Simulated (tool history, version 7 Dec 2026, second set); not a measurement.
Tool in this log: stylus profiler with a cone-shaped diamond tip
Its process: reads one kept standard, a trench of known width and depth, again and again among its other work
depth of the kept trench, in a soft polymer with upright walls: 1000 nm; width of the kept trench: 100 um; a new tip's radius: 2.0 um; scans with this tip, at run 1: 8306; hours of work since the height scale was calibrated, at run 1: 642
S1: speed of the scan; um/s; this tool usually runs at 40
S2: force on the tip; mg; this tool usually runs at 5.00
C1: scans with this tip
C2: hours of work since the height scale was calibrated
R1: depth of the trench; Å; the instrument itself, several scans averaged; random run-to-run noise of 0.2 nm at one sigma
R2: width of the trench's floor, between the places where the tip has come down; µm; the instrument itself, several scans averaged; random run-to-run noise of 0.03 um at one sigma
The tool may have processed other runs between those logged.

Run 1, hour 0.0: usual settings; C1 8306; C2 642. Result: R1 10210.8 Å, R2 95.78 µm.
Run 2, hour 112.6: usual settings; C1 9355; C2 723. Result: R1 10215.0 Å, R2 95.74 µm.
Run 3, hour 226.1: usual settings; C1 10412; C2 805. Result: R1 10221.9 Å, R2 95.69 µm.
Run 4, hour 287.3: usual settings; C1 10982; C2 849. Result: R1 10219.5 Å, R2 95.67 µm.
At hour 298.2: height scale calibrated on a step standard.
Run 5, hour 356.5: usual settings; C1 11621; C2 42. Result: R1 10239.0 Å, R2 95.64 µm.
Run 6, hour 458.2: usual settings; C1 12568; C2 115. Result: R1 10242.8 Å, R2 95.56 µm.
Run 7, hour 545.7: usual settings but S1 10 um/s, S2 7.51 mg; C1 13383; C2 178. Result: R1 10303.1 Å, R2 95.58 µm.
At hour 562.9: height scale calibrated on a step standard, once more.
Run 8, hour 599.8: usual settings but S1 89 um/s, S2 3.59 mg; C1 13882; C2 27. Result: R1 10155.4 Å, R2 95.21 µm.
Run 9, hour 652.8: usual settings but S1 153 um/s, S2 7.17 mg; C1 14376; C2 65. Result: R1 10247.3 Å, R2 95.21 µm.
Run 10, hour 750.6: usual settings but S1 153 um/s, S2 7.17 mg; C1 15286; C2 135. Result: R1 10249.1 Å, R2 95.05 µm.
Run 11, hour 841.8: usual settings but S1 49 um/s, S2 5.69 mg; C1 16135; C2 201. Result: R1 10213.1 Å, R2 95.37 µm.

Selected run-to-run steps in R1, each split into two signed amounts: the part the tool would show with no hidden state at all (from settings, incoming material and random variation), and the remainder, which goes to the hidden state together with any gauge scatter not common to the measured and the hidden-state-free results:
What the log doesn't record here: radius of the tip, um; height scale over the true one, %; drift of the gauge itself on depth_nm, %; drift of the gauge itself on floor_um, %.
Run 7 -> 8: S1 10 -> 89, S2 7.51 -> 3.59, height scale calibrated on a step standard, once more. R1 -147.7 Å: hidden state -48.4, all else -99.3.
